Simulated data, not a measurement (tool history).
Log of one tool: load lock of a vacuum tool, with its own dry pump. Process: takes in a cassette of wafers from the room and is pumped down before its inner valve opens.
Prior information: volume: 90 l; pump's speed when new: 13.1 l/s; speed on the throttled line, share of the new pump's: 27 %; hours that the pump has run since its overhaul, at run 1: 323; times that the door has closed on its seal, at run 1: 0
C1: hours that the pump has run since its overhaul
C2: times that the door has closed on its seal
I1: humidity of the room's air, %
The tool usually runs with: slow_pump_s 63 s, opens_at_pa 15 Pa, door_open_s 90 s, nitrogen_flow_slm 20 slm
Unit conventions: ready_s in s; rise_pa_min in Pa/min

run 1 hour=0 | slow_pump_s=63 opens_at_pa=15 door_open_s=90 nitrogen_flow_slm=20 | C1=323 C2=0 | I1=45.9 | ready_s=106.1 rise_pa_min=0.012
run 2 hour=297.2 | slow_pump_s=63 opens_at_pa=15 door_open_s=90 nitrogen_flow_slm=20 | C1=620 C2=1282 | I1=46.3 | ready_s=108 rise_pa_min=0.01
run 3 hour=870.2 | slow_pump_s=63 opens_at_pa=15 door_open_s=90 nitrogen_flow_slm=20 | C1=1193 C2=3753 | I1=46 | ready_s=108.9 rise_pa_min=0.039
run 4 hour=1460 | slow_pump_s=63 opens_at_pa=15 door_open_s=197 nitrogen_flow_slm=20 | C1=1783 C2=6297 | I1=42.2 | ready_s=108.4 rise_pa_min=0.053
run 5 hour=2007.8 | slow_pump_s=63 opens_at_pa=15 door_open_s=90 nitrogen_flow_slm=20 | C1=2330 C2=8660 | I1=44.4 | ready_s=109.5 rise_pa_min=0.076
run 6 hour=2619.5 | slow_pump_s=63 opens_at_pa=15 door_open_s=90 nitrogen_flow_slm=7 | C1=2942 C2=11298 | I1=46.1 | ready_s=110.5 rise_pa_min=0.114
run 7 hour=2888.6 | slow_pump_s=63 opens_at_pa=15 door_open_s=90 nitrogen_flow_slm=20 | C1=3211 C2=12459 | I1=43.1 | ready_s=111.6 rise_pa_min=0.121
run 8 hour=3301 | slow_pump_s=63 opens_at_pa=15 door_open_s=90 nitrogen_flow_slm=20 | C1=3624 C2=14238 | I1=44.1 | ready_s=110.1 rise_pa_min=0.145
run 9 hour=3754.2 | slow_pump_s=63 opens_at_pa=14 door_open_s=90 nitrogen_flow_slm=20 | C1=4077 C2=16192 | I1=45.3 | ready_s=112 rise_pa_min=0.173
run 10 hour=4298.2 | slow_pump_s=51 opens_at_pa=14 door_open_s=90 nitrogen_flow_slm=20 | C1=4621 C2=18538 | I1=43.2 | ready_s=103 rise_pa_min=0.215
run 11 hour=4685.6 | slow_pump_s=51 opens_at_pa=14 door_open_s=90 nitrogen_flow_slm=20 | C1=5008 C2=20209 | I1=43.8 | ready_s=105 rise_pa_min=0.244
run 12 hour=5088.2 | slow_pump_s=44 opens_at_pa=15 door_open_s=90 nitrogen_flow_slm=20 | C1=5411 C2=21946 | I1=47.6 | ready_s=100.7 rise_pa_min=0.28
run 13 hour=5604.1 | slow_pump_s=63 opens_at_pa=15 door_open_s=90 nitrogen_flow_slm=20 | C1=5927 C2=24171 | I1=45.4 | ready_s=113.7 rise_pa_min=0.327
run 14 hour=5940 | slow_pump_s=63 opens_at_pa=15 door_open_s=90 nitrogen_flow_slm=20 | C1=6263 C2=25619 | I1=43.9 | ready_s=114.1 rise_pa_min=0.356
-- hour=6024.2 door's seal changed, seat wiped
run 15 hour=6551.2 | slow_pump_s=63 opens_at_pa=15 door_open_s=90 nitrogen_flow_slm=20 | C1=6872 C2=2273 | I1=44.9 | ready_s=114.7 rise_pa_min=0.025
run 16 hour=7047.2 | slow_pump_s=63 opens_at_pa=15 door_open_s=90 nitrogen_flow_slm=20 | C1=7368 C2=4412 | I1=43.2 | ready_s=115.2 rise_pa_min=0.034
run 17 hour=7312.3 | slow_pump_s=63 opens_at_pa=16 door_open_s=90 nitrogen_flow_slm=20 | C1=7633 C2=5556 | I1=46.3 | ready_s=115.5 rise_pa_min=0.045
run 18 hour=7759.2 | slow_pump_s=63 opens_at_pa=16 door_open_s=90 nitrogen_flow_slm=20 | C1=8080 C2=7484 | I1=45.3 | ready_s=116.9 rise_pa_min=0.064
run 19 hour=8347.1 | slow_pump_s=63 opens_at_pa=16 door_open_s=90 nitrogen_flow_slm=10 | C1=8668 C2=10019 | I1=45.2 | ready_s=117.4 rise_pa_min=0.096
run 20 hour=8824.7 | slow_pump_s=58 opens_at_pa=27 door_open_s=47 nitrogen_flow_slm=7 | C1=9146 C2=12079 | I1=42.5 | ready_s=108.5 rise_pa_min=0.126
run 21 hour=9290 | slow_pump_s=58 opens_at_pa=27 door_open_s=47 nitrogen_flow_slm=7 | C1=9611 C2=14086 | I1=43.9 | ready_s=109.6 rise_pa_min=0.151
run 22 hour=9864.9 | slow_pump_s=58 opens_at_pa=27 door_open_s=47 nitrogen_flow_slm=7 | C1=10186 C2=16565 | I1=45.1 | ready_s=110.9 rise_pa_min=0.183
run 23 hour=10300.2 | slow_pump_s=63 opens_at_pa=25 door_open_s=90 nitrogen_flow_slm=31 | C1=10621 C2=18443 | I1=44.2 | ready_s=116.3 rise_pa_min=0.221
run 24 hour=10602.9 | slow_pump_s=88 opens_at_pa=19 door_open_s=148 nitrogen_flow_slm=23 | C1=10924 C2=19749 | I1=43.7 | ready_s=133.5 rise_pa_min=0.249
run 25 hour=10892.2 | slow_pump_s=63 opens_at_pa=15 door_open_s=159 nitrogen_flow_slm=4 | C1=11213 C2=20996 | I1=47.8 | ready_s=122.6 rise_pa_min=0.282
-- hour=11274.9 dry pump taken out, an overhauled one fitted
run 26 hour=11406.3 | slow_pump_s=63 opens_at_pa=17 door_open_s=90 nitrogen_flow_slm=4 | C1=131 C2=23188 | I1=46.1 | ready_s=105.8 rise_pa_min=0.318
run 27 hour=11820.1 | slow_pump_s=63 opens_at_pa=17 door_open_s=90 nitrogen_flow_slm=4 | C1=545 C2=24972 | I1=43.9 | ready_s=106.1 rise_pa_min=0.364
-- hour=12068.4 door's seal changed, seat wiped
run 28 hour=12095.8 | slow_pump_s=75 opens_at_pa=15 door_open_s=90 nitrogen_flow_slm=20 | C1=819 C2=118 | I1=45.8 | ready_s=115.7 rise_pa_min=0.017
run 29 hour=12631.1 | slow_pump_s=75 opens_at_pa=15 door_open_s=90 nitrogen_flow_slm=20 | C1=1355 C2=2427 | I1=43 | ready_s=116.5 rise_pa_min=0.028
run 30 hour=13165.6 | slow_pump_s=62 opens_at_pa=13 door_open_s=93 nitrogen_flow_slm=20 | C1=1889 C2=4732 | I1=42.6 | ready_s=109.4 rise_pa_min=0.042
run 31 hour=13461.2 | slow_pump_s=62 opens_at_pa=13 door_open_s=93 nitrogen_flow_slm=20 | C1=2185 C2=6007 | I1=45.2 | ready_s=108.7 rise_pa_min=0.055
run 32 hour=13766.9 | slow_pump_s=63 opens_at_pa=15 door_open_s=120 nitrogen_flow_slm=27 | C1=2490 C2=7326 | I1=45 | ready_s=108.9 rise_pa_min=0.069
run 33 hour=14297.5 | slow_pump_s=63 opens_at_pa=15 door_open_s=120 nitrogen_flow_slm=27 | C1=3021 C2=9614 | I1=45.6 | ready_s=109.4 rise_pa_min=0.095
run 34 hour=14795 | slow_pump_s=63 opens_at_pa=12 door_open_s=90 nitrogen_flow_slm=20 | C1=3519 C2=11760 | I1=43 | ready_s=110.9 rise_pa_min=0.119
run 35 hour=15120.2 | slow_pump_s=33 opens_at_pa=16 door_open_s=86 nitrogen_flow_slm=5 | C1=3844 C2=13162 | I1=45 | ready_s=89.5 rise_pa_min=0.152
run 36 hour=15634.1 | slow_pump_s=42 opens_at_pa=15 door_open_s=90 nitrogen_flow_slm=20 | C1=4358 C2=15379 | I1=45.4 | ready_s=95.3 rise_pa_min=0.169

Alternative continuations, all from the tool just after run 36; predict every row:
run A hour=16098.1 | slow_pump_s=48 opens_at_pa=15 door_open_s=90 nitrogen_flow_slm=20 | C1=4822 C2=17380 | I1=45.2 | ready_s=? rise_pa_min=?
run B hour=16098.1 | slow_pump_s=112 opens_at_pa=15 door_open_s=102 nitrogen_flow_slm=29 | C1=4822 C2=17380 | I1=45.1 | ready_s=? rise_pa_min=?
run C hour=16098.1 | slow_pump_s=72 opens_at_pa=15 door_open_s=63 nitrogen_flow_slm=20 | C1=4822 C2=17380 | I1=45.2 | ready_s=? rise_pa_min=?
run D hour=16098.1 | slow_pump_s=50 opens_at_pa=13 door_open_s=77 nitrogen_flow_slm=20 | C1=4822 C2=17380 | I1=43.4 | ready_s=? rise_pa_min=?
run E hour=16098.1 | slow_pump_s=42 opens_at_pa=11 door_open_s=90 nitrogen_flow_slm=20 | C1=4822 C2=17380 | I1=46.7 | ready_s=? rise_pa_min=?

run=A ready_s=101.1 rise_pa_min=0.204
run=B ready_s=145.4 rise_pa_min=0.191
run=C ready_s=118.6 rise_pa_min=0.197
run=D ready_s=103.3 rise_pa_min=0.202
run=E ready_s=99.2 rise_pa_min=0.201
What these runs would have given with no unlogged condition in the tool:
run=A ready_s=96.2 rise_pa_min=0.016
run=B ready_s=142.3 rise_pa_min=0.007
run=C ready_s=114.4 rise_pa_min=0.009
run=D ready_s=98.3 rise_pa_min=0.013
run=E ready_s=93.9 rise_pa_min=0.011

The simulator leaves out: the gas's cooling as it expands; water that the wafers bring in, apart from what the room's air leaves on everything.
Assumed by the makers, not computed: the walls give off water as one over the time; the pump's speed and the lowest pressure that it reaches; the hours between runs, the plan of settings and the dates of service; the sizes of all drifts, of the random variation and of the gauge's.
